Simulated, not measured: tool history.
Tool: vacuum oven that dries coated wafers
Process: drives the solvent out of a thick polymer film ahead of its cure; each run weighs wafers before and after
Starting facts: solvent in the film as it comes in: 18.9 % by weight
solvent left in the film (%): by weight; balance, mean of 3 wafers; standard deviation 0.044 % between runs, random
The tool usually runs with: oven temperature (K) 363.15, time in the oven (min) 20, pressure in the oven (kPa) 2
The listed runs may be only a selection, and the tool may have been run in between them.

Run 1, hour 0: usual settings. Result: solvent left in the film (%) 1.71.
Run 2, hour 60.8: usual settings but oven temperature (K) 361.15. Result: solvent left in the film (%) 1.92.
Run 3, hour 105.9: usual settings but pressure in the oven (kPa) 4.23. Result: solvent left in the film (%) 2.75.
Run 4, hour 170.3: usual settings but pressure in the oven (kPa) 4.23. Result: solvent left in the film (%) 2.71.
At hour 189.3: oven's thermocouples calibrated.
Run 5, hour 224.8: usual settings but oven temperature (K) 358.15. Result: solvent left in the film (%) 2.33.
Run 6, hour 284.8: usual settings but oven temperature (K) 358.15. Result: solvent left in the film (%) 2.31.
Run 7, hour 317.9: usual settings but oven temperature (K) 358.15. Result: solvent left in the film (%) 2.3.
Run 8, hour 376.7: usual settings but oven temperature (K) 358.15. Result: solvent left in the film (%) 2.27.
Run 9, hour 412.6: usual settings but oven temperature (K) 358.15. Result: solvent left in the film (%) 2.25.
Run 10, hour 454.5: usual settings. Result: solvent left in the film (%) 1.64.
Run 11, hour 493.8: usual settings. Result: solvent left in the film (%) 1.63.
Run 12, hour 548.1: usual settings. Result: solvent left in the film (%) 1.63.
Run 13, hour 585: usual settings. Result: solvent left in the film (%) 1.59.
Run 14, hour 621: usual settings but time in the oven (min) 21. Result: solvent left in the film (%) 1.56.
Run 15, hour 673: usual settings but pressure in the oven (kPa) 1.19. Result: solvent left in the film (%) 1.22.
Run 16, hour 703.9: usual settings but oven temperature (K) 356.15, pressure in the oven (kPa) 1.19. Result: solvent left in the film (%) 2.2.
Run 17, hour 749.6: usual settings but oven temperature (K) 366.15, time in the oven (min) 15, pressure in the oven (kPa) 1.8. Result: solvent left in the film (%) 1.69.
Run 18, hour 788.6: usual settings but oven temperature (K) 377.15, time in the oven (min) 33, pressure in the oven (kPa) 1.8. Result: solvent left in the film (%) 0.56.
Run 19, hour 834.8: usual settings but oven temperature (K) 358.15, time in the oven (min) 33, pressure in the oven (kPa) 1.8. Result: solvent left in the film (%) 1.47.
Run 20, hour 896.5: usual settings but oven temperature (K) 358.15, time in the oven (min) 33, pressure in the oven (kPa) 1.8. Result: solvent left in the film (%) 1.4.
Run 21, hour 932.3: usual settings but oven temperature (K) 349.15. Result: solvent left in the film (%) 4.31.
Run 22, hour 995.7: usual settings but time in the oven (min) 26, pressure in the oven (kPa) 1.04. Result: solvent left in the film (%) 0.85.
Run 23, hour 1040.4: usual settings but time in the oven (min) 26, pressure in the oven (kPa) 1.04. Result: solvent left in the film (%) 0.82.
Run 24, hour 1076.5: usual settings but time in the oven (min) 12, pressure in the oven (kPa) 2.4. Result: solvent left in the film (%) 3.12.
Run 25, hour 1109.6: usual settings but oven temperature (K) 358.15, time in the oven (min) 21, pressure in the oven (kPa) 5.74. Result: solvent left in the film (%) 4.31.
Run 26, hour 1145.4: usual settings but time in the oven (min) 35, pressure in the oven (kPa) 6.74. Result: solvent left in the film (%) 3.46.
Run 27, hour 1193.3: usual settings but pressure in the oven (kPa) 3.78. Result: solvent left in the film (%) 2.48.
Run 28, hour 1249.2: usual settings but pressure in the oven (kPa) 3.78. Result: solvent left in the film (%) 2.5.
Run 29, hour 1294.3: usual settings but oven temperature (K) 350.15, pressure in the oven (kPa) 5.46. Result: solvent left in the film (%) 6.51.
Run 30, hour 1328: usual settings but oven temperature (K) 351.15, time in the oven (min) 23, pressure in the oven (kPa) 6.68. Result: solvent left in the film (%) 6.67.

Measured less the same run without the tool's hidden state. The same run-to-run variation is in both; the gauge's scatter may not be:
Hidden state at play: true wafer temperature over the reading, C; true pressure over the reading, kPa; drift of the gauge itself on solvent_pct, %.
run  solvent left in the film (%)
  1                         +0.24
  2                         +0.28
  3                         +0.28
  4                         +0.29
  5                         +0.19
  6                         +0.19
  7                         +0.21
  8                         +0.21
  9                         +0.21
 10                         +0.18
 11                         +0.18
 12                         +0.19
 13                         +0.19
 14                         +0.19
 15                         +0.19
 16                         +0.26
 17                         +0.19
 18                         +0.11
 19                         +0.24
 20                         +0.24
 21                         +0.38
 22                          +0.2
 23                          +0.2
 24                         +0.26
 25                         +0.32
 26                         +0.25
 27                         +0.25
 28                         +0.26
 29                         +0.46
 30                         +0.47
